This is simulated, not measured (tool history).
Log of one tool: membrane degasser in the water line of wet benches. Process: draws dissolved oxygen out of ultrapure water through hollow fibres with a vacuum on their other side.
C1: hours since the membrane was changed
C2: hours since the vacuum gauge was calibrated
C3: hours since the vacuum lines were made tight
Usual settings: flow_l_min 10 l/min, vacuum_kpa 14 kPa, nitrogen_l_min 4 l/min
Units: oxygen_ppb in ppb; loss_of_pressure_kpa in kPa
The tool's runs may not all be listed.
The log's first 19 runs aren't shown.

Run 20, hour 1226.9: usual settings but flow_l_min 13 l/min, vacuum_kpa 32.8 kPa, nitrogen_l_min 5.4 l/min; C1 3566; C2 1591; C3 1227. Result: oxygen_ppb 298.2 ppb, loss_of_pressure_kpa 88.99 kPa.
Run 21, hour 1300.8: usual settings but flow_l_min 13 l/min, vacuum_kpa 32.8 kPa, nitrogen_l_min 5.4 l/min; C1 3640; C2 1665; C3 1301. Result: oxygen_ppb 299.2 ppb, loss_of_pressure_kpa 88.32 kPa.
Run 22, hour 1387.5: usual settings but flow_l_min 13 l/min; C1 3727; C2 1751; C3 1387. Result: oxygen_ppb 214.2 ppb, loss_of_pressure_kpa 87.99 kPa.
At hour 1396.7: gauge calibrated.
Run 23, hour 1458: usual settings but flow_l_min 13 l/min, vacuum_kpa 32 kPa, nitrogen_l_min 4.58 l/min; C1 3797; C2 1822; C3 1458. Result: oxygen_ppb 321.3 ppb, loss_of_pressure_kpa 89.81 kPa.
Run 24, hour 1526.1: usual settings but flow_l_min 6 l/min, nitrogen_l_min 1.87 l/min; C1 3865; C2 1890; C3 1526. Result: oxygen_ppb 124.9 ppb, loss_of_pressure_kpa 41.68 kPa.
Run 25, hour 1565.9: usual settings but flow_l_min 6 l/min, nitrogen_l_min 1.87 l/min; C1 3905; C2 1930; C3 1566. Result: oxygen_ppb 124.9 ppb, loss_of_pressure_kpa 41.37 kPa.
Run 26, hour 1614.1: usual settings but flow_l_min 6 l/min, nitrogen_l_min 1.87 l/min; C1 3953; C2 1978; C3 1614. Result: oxygen_ppb 126.1 ppb, loss_of_pressure_kpa 41.85 kPa.
Run 27, hour 1680.2: usual settings but flow_l_min 13 l/min, vacuum_kpa 13.4 kPa, nitrogen_l_min 9.89 l/min; C1 4019; C2 2044; C3 1680. Result: oxygen_ppb 159.5 ppb, loss_of_pressure_kpa 90.22 kPa.
Run 28, hour 1768.3: usual settings but flow_l_min 13 l/min, vacuum_kpa 13.4 kPa, nitrogen_l_min 9.89 l/min; C1 4108; C2 2132; C3 1768. Result: oxygen_ppb 162.6 ppb, loss_of_pressure_kpa 89.92 kPa.
Run 29, hour 1819.5: usual settings but flow_l_min 7 l/min; C1 4159; C2 2184; C3 1820. Result: oxygen_ppb 98.9 ppb, loss_of_pressure_kpa 48.42 kPa.
Run 30, hour 1879.6: usual settings but flow_l_min 15 l/min, vacuum_kpa 10.8 kPa, nitrogen_l_min 2.95 l/min; C1 4219; C2 2244; C3 1880. Result: oxygen_ppb 245.6 ppb, loss_of_pressure_kpa 103.53 kPa.
Run 31, hour 1925.3: usual settings but vacuum_kpa 21.7 kPa, nitrogen_l_min 2.95 l/min; C1 4264; C2 2289; C3 1925. Result: oxygen_ppb 241.8 ppb, loss_of_pressure_kpa 69.07 kPa.
Run 32, hour 1985.8: usual settings but vacuum_kpa 21.7 kPa, nitrogen_l_min 2.95 l/min; C1 4325; C2 2350; C3 1986. Result: oxygen_ppb 240.6 ppb, loss_of_pressure_kpa 68.37 kPa.

3 ways to go on from here, each from the tool as it stands after run 32. What would each give?
Run A, hour 2035.6: usual settings but flow_l_min 16 l/min, vacuum_kpa 13.7 kPa, nitrogen_l_min 6.48 l/min; C1 4375; C2 2400; C3 2036. Result: oxygen_ppb ?, loss_of_pressure_kpa ?.
Run B, hour 2035.6: usual settings but vacuum_kpa 21.7 kPa, nitrogen_l_min 1.87 l/min; C1 4375; C2 2400; C3 2036. Result: oxygen_ppb ?, loss_of_pressure_kpa ?.
Run C, hour 2035.6: usual settings but flow_l_min 6 l/min, vacuum_kpa 15.1 kPa, nitrogen_l_min 1.82 l/min; C1 4375; C2 2400; C3 2036. Result: oxygen_ppb ?, loss_of_pressure_kpa ?.

run  oxygen_ppb  loss_of_pressure_kpa
  A       231.6                   110
  B       314.4                 68.75
  C       138.4                 41.23
Without the tool's hidden state the same runs would have given:
run  oxygen_ppb  loss_of_pressure_kpa
  A       231.2                111.18
  B       314.1                 69.49
  C       138.2                 41.67
